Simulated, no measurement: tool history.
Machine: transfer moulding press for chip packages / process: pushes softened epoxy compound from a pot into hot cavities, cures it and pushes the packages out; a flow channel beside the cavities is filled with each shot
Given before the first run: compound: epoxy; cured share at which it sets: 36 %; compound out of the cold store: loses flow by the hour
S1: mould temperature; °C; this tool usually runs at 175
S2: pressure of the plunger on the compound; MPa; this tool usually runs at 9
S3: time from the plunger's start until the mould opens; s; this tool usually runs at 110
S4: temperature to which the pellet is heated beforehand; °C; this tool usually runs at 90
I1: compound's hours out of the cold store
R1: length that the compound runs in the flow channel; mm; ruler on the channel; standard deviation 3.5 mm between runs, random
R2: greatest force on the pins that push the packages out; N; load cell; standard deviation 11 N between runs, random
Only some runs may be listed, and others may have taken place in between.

| run | hour | S1 | S2 | S3 | S4 | I1 | R1 | R2 |
|---|---|---|---|---|---|---|---|---|
| 1 | 0 | 175 | 9 | 110 | 90 | 37.5 | 610 | 750 |
| 2 | 9.1 | 175 | 9 | 110 | 90 | 38 | 604 | 779 |
| 3 | 13.6 | 175 | 9 | 110 | 89 | 10.5 | 666 | 848 |
| 4 | 22.3 | 175 | 10.89 | 110 | 90 | 41.8 | 660 | 787 |
| 5 | 30.8 | 175 | 10.89 | 134 | 90 | 19 | 709 | 699 |
| 6 | 35.3 | 175 | 10.89 | 134 | 90 | 33.9 | 680 | 695 |
| 7 | 42.7 | 175 | 10.89 | 134 | 90 | 15.6 | 719 | 729 |
| 8 | 52.4 | 180 | 9 | 110 | 90 | 31.8 | 611 | 740 |
| 9 | 61.4 | 175 | 9 | 110 | 90 | 13.1 | 659 | 945 |
|  | 64.2 | mould's thermocouples calibrated |
|  | 70.3 | cavities cleaned with cleaning compound and waxed |
| 10 | 71.5 | 175 | 9 | 140 | 90 | 47.1 | 596 | 422 |
| 11 | 78.2 | 175 | 9 | 140 | 90 | 21.9 | 630 | 454 |
| 12 | 85.4 | 175 | 9 | 108 | 90 | 9.9 | 663 | 658 |
| 13 | 90 | 175 | 9 | 110 | 90 | 10.4 | 661 | 651 |
| 14 | 97.1 | 175 | 9 | 110 | 90 | 14.8 | 652 | 700 |
| 15 | 102.9 | 175 | 9 | 110 | 90 | 8.5 | 662 | 707 |
|  | 112.1 | mould's thermocouples calibrated, once more |
| 16 | 113.8 | 175 | 9.89 | 110 | 96 | 32.4 | 640 | 730 |
| 17 | 118.5 | 170 | 10.99 | 110 | 96 | 42.8 | 673 | 946 |
| 18 | 124.6 | 170 | 10.99 | 110 | 96 | 47.5 | 657 | 1023 |
| 19 | 129.3 | 175 | 10.36 | 150 | 90 | 14.5 | 700 | 591 |
| 20 | 137.2 | 172 | 10.66 | 110 | 87 | 34.4 | 674 | 956 |
| 21 | 146.5 | 172 | 10.66 | 110 | 87 | 47 | 648 | 939 |
| 22 | 152.4 | 168 | 9 | 110 | 90 | 18.8 | 651 | 1375 |
| 23 | 160.4 | 173 | 9.51 | 90 | 99 | 13 | 669 | 1489 |
| 24 | 167.2 | 172 | 9 | 92 | 85 | 42.8 | 598 | 1468 |
| 25 | 176.4 | 172 | 9 | 92 | 85 | 35.2 | 610 | 1549 |
| 26 | 182.9 | 175 | 9 | 133 | 90 | 19 | 636 | 712 |
|  | 191.1 | cavities cleaned with cleaning compound and waxed |
| 27 | 193.1 | 175 | 9 | 95 | 96 | 12.5 | 646 | 724 |
| 28 | 203 | 175 | 9 | 95 | 96 | 24.1 | 630 | 791 |
| 29 | 210.8 | 175 | 9 | 95 | 96 | 17.7 | 636 | 879 |

What if the next run were any one of these 4? Each begins from the tool's condition after run 29:
| A | 220.8 | 175 | 9 | 95 | 80 | 8.9 | ? | ? |
| B | 220.8 | 175 | 9 | 91 | 96 | 9.1 | ? | ? |
| C | 220.8 | 175 | 9 | 122 | 89 | 34.6 | ? | ? |
| D | 220.8 | 175 | 9 | 110 | 82 | 10.9 | ? | ? |

| run | R1 | R2 |
|---|---|---|
| A | 655 | 1005 |
| B | 660 | 1076 |
| C | 604 | 587 |
| D | 652 | 704 |
With the hidden condition removed and each run's random variation left untouched, the same runs would have given:
| run | R1 | R2 |
|---|---|---|
| A | 686 | 737 |
| B | 692 | 790 |
| C | 633 | 437 |
| D | 684 | 519 |
